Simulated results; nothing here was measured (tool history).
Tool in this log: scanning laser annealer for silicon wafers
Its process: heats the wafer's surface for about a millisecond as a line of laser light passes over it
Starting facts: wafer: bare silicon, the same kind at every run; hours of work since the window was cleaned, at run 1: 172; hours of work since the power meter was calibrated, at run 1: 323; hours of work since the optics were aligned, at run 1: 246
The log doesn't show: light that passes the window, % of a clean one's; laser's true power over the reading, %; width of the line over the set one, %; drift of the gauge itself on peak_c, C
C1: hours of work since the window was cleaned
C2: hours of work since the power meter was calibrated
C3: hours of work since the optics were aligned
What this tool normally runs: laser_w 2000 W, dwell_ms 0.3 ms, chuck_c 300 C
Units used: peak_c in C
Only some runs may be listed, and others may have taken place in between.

run 1 hour=0 | laser_w=2000 dwell_ms=0.3 chuck_c=300 | C1=172 C2=323 C3=246 | peak_c=1110
run 2 hour=13.4 | laser_w=2000 dwell_ms=0.3 chuck_c=300 | C1=180 C2=332 C3=254 | peak_c=1107
run 3 hour=22 | laser_w=2000 dwell_ms=0.3 chuck_c=300 | C1=186 C2=337 C3=260 | peak_c=1110
run 4 hour=31.3 | laser_w=2000 dwell_ms=0.3 chuck_c=300 | C1=191 C2=343 C3=265 | peak_c=1110
run 5 hour=43.4 | laser_w=2000 dwell_ms=0.3 chuck_c=288 | C1=199 C2=350 C3=273 | peak_c=1097
run 6 hour=56.4 | laser_w=2000 dwell_ms=0.3 chuck_c=300 | C1=207 C2=358 C3=281 | peak_c=1110
run 7 hour=72.9 | laser_w=2000 dwell_ms=0.3 chuck_c=300 | C1=217 C2=368 C3=291 | peak_c=1105
run 8 hour=86.5 | laser_w=2000 dwell_ms=0.3 chuck_c=300 | C1=225 C2=377 C3=299 | peak_c=1104
run 9 hour=101.3 | laser_w=2000 dwell_ms=0.3 chuck_c=300 | C1=235 C2=386 C3=308 | peak_c=1106
run 10 hour=110.1 | laser_w=2000 dwell_ms=0.3 chuck_c=300 | C1=240 C2=391 C3=314 | peak_c=1107
run 11 hour=118.3 | laser_w=2000 dwell_ms=0.3 chuck_c=300 | C1=245 C2=396 C3=319 | peak_c=1101
run 12 hour=134.4 | laser_w=2000 dwell_ms=0.3 chuck_c=300 | C1=255 C2=406 C3=329 | peak_c=1104
run 13 hour=144.1 | laser_w=2000 dwell_ms=0.3 chuck_c=300 | C1=261 C2=412 C3=335 | peak_c=1101
run 14 hour=152.6 | laser_w=2000 dwell_ms=0.3 chuck_c=300 | C1=266 C2=418 C3=340 | peak_c=1102
run 15 hour=168.8 | laser_w=2000 dwell_ms=0.3 chuck_c=300 | C1=276 C2=428 C3=350 | peak_c=1096
run 16 hour=177.7 | laser_w=2000 dwell_ms=0.3 chuck_c=304 | C1=282 C2=433 C3=356 | peak_c=1105
run 17 hour=191.1 | laser_w=2000 dwell_ms=0.3 chuck_c=304 | C1=290 C2=441 C3=364 | peak_c=1103
run 18 hour=198.9 | laser_w=2000 dwell_ms=0.3 chuck_c=304 | C1=295 C2=446 C3=369 | peak_c=1103
run 19 hour=215.2 | laser_w=1707 dwell_ms=0.3 chuck_c=300 | C1=305 C2=456 C3=379 | peak_c=948
run 20 hour=228.5 | laser_w=1707 dwell_ms=0.3 chuck_c=300 | C1=313 C2=464 C3=387 | peak_c=943
run 21 hour=242.6 | laser_w=1832 dwell_ms=0.3 chuck_c=300 | C1=322 C2=473 C3=396 | peak_c=1007
run 22 hour=255.2 | laser_w=1832 dwell_ms=0.3 chuck_c=300 | C1=329 C2=481 C3=403 | peak_c=1006
run 23 hour=265.2 | laser_w=2000 dwell_ms=0.329 chuck_c=312 | C1=336 C2=487 C3=410 | peak_c=1150
run 24 hour=275.8 | laser_w=1812 dwell_ms=0.245 chuck_c=314 | C1=342 C2=494 C3=416 | peak_c=934
run 25 hour=288.6 | laser_w=1860 dwell_ms=0.237 chuck_c=263 | C1=350 C2=501 C3=424 | peak_c=892
run 26 hour=302 | laser_w=1969 dwell_ms=0.237 chuck_c=287 | C1=358 C2=510 C3=432 | peak_c=965
run 27 hour=317.8 | laser_w=1954 dwell_ms=0.358 chuck_c=300 | C1=368 C2=519 C3=442 | peak_c=1154
run 28 hour=333.3 | laser_w=1954 dwell_ms=0.358 chuck_c=330 | C1=378 C2=529 C3=452 | peak_c=1183
run 29 hour=344.7 | laser_w=2042 dwell_ms=0.217 chuck_c=327 | C1=385 C2=536 C3=459 | peak_c=1002
run 30 hour=354.2 | laser_w=2042 dwell_ms=0.217 chuck_c=327 | C1=390 C2=542 C3=464 | peak_c=1002
run 31 hour=369.9 | laser_w=2000 dwell_ms=0.348 chuck_c=307 | C1=400 C2=552 C3=474 | peak_c=1172
run 32 hour=384.6 | laser_w=2000 dwell_ms=0.275 chuck_c=300 | C1=409 C2=561 C3=483 | peak_c=1052
run 33 hour=393.9 | laser_w=1740 dwell_ms=0.3 chuck_c=300 | C1=415 C2=566 C3=489 | peak_c=958
run 34 hour=402.4 | laser_w=1740 dwell_ms=0.3 chuck_c=300 | C1=420 C2=572 C3=494 | peak_c=956
run 35 hour=409.7 | laser_w=2055 dwell_ms=0.236 chuck_c=296 | C1=425 C2=576 C3=499 | peak_c=1007
run 36 hour=418.3 | laser_w=2106 dwell_ms=0.3 chuck_c=267 | C1=430 C2=581 C3=504 | peak_c=1113
run 37 hour=434.3 | laser_w=2000 dwell_ms=0.3 chuck_c=324 | C1=440 C2=591 C3=514 | peak_c=1115
run 38 hour=443.4 | laser_w=2000 dwell_ms=0.3 chuck_c=324 | C1=445 C2=597 C3=519 | peak_c=1112
run 39 hour=451.8 | laser_w=2000 dwell_ms=0.3 chuck_c=324 | C1=451 C2=602 C3=525 | peak_c=1112

Forecast run 40:
run 40 hour=468.2 | laser_w=2000 dwell_ms=0.3 chuck_c=324 | C1=461 C2=612 C3=535 | peak_c=?

peak_c: 1111 C
The same run, on a tool lacking any hidden state, would have yielded peak_c 1151 C.

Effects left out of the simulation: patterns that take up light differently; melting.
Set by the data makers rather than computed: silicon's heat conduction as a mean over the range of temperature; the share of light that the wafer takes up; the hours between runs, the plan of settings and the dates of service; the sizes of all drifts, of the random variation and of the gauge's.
